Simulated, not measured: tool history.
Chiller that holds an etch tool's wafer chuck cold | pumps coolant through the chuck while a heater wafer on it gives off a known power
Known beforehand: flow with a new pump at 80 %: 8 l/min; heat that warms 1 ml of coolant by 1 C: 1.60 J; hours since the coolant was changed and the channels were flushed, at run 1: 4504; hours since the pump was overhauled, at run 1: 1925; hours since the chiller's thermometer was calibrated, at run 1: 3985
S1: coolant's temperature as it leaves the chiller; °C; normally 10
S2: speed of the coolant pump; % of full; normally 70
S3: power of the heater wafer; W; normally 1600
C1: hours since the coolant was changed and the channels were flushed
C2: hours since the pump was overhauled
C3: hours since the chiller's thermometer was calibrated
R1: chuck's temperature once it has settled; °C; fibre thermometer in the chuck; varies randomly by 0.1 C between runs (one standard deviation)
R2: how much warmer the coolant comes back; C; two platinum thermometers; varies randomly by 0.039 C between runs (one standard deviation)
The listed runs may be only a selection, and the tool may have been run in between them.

run,day,S1,S2,S3,C1,C2,C3,R1,R2
1,0,10,70,1600,4504,1925,3985,29.6,9.06
2,1.3,10,70,1600,4535,1957,4016,29.8,8.97
3,3.083,10,70,1600,4578,1999,4059,30.1,8.94
4,3.929,10,70,1600,4598,2020,4079,29.8,9.04
5,5.958,10,70,1600,4647,2068,4127,30,9.04
6,7.046,9,70,1600,4673,2095,4154,29.1,9.03
# day 8.025: coolant changed, channels flushed
7,8.188,10,65,1600,4,2116,4175,27.8,9.68
8,9.783,10,70,1600,42,2154,4213,26.5,9.04
9,10.7,10,70,1600,64,2176,4235,26.5,9.11
10,12.083,10,70,1600,97,2209,4268,26.7,9.07
11,13.683,10,70,1600,136,2248,4307,26.6,9.05
12,14.942,10,70,1650,166,2278,4337,27.2,9.38
13,15.942,10,70,1600,190,2302,4361,26.7,9.19
14,16.862,10,70,1600,212,2324,4383,26.8,9.08
15,18.742,10,70,1600,257,2369,4428,26.8,9.12
16,19.942,10,70,1600,286,2398,4457,26.8,9.11
17,21.221,10,70,1600,317,2429,4488,26.8,9.15
# day 21.388: chiller's thermometer calibrated
18,22.775,14,71,1076,353,2465,33,24.6,6.06
19,24.3,10,77,1600,390,2502,70,25.2,8.29
20,25.488,10,77,1600,418,2530,98,25.2,8.34

Run 21, settings as shown, results not yet in. Your forecast:
21,27.171,12,91,845,459,2571,139,?,?

R1: 18.2 °C
R2: 3.82 C
With no hidden state in the tool, this same run would have given R1 18.6 °C, R2 3.54 C.

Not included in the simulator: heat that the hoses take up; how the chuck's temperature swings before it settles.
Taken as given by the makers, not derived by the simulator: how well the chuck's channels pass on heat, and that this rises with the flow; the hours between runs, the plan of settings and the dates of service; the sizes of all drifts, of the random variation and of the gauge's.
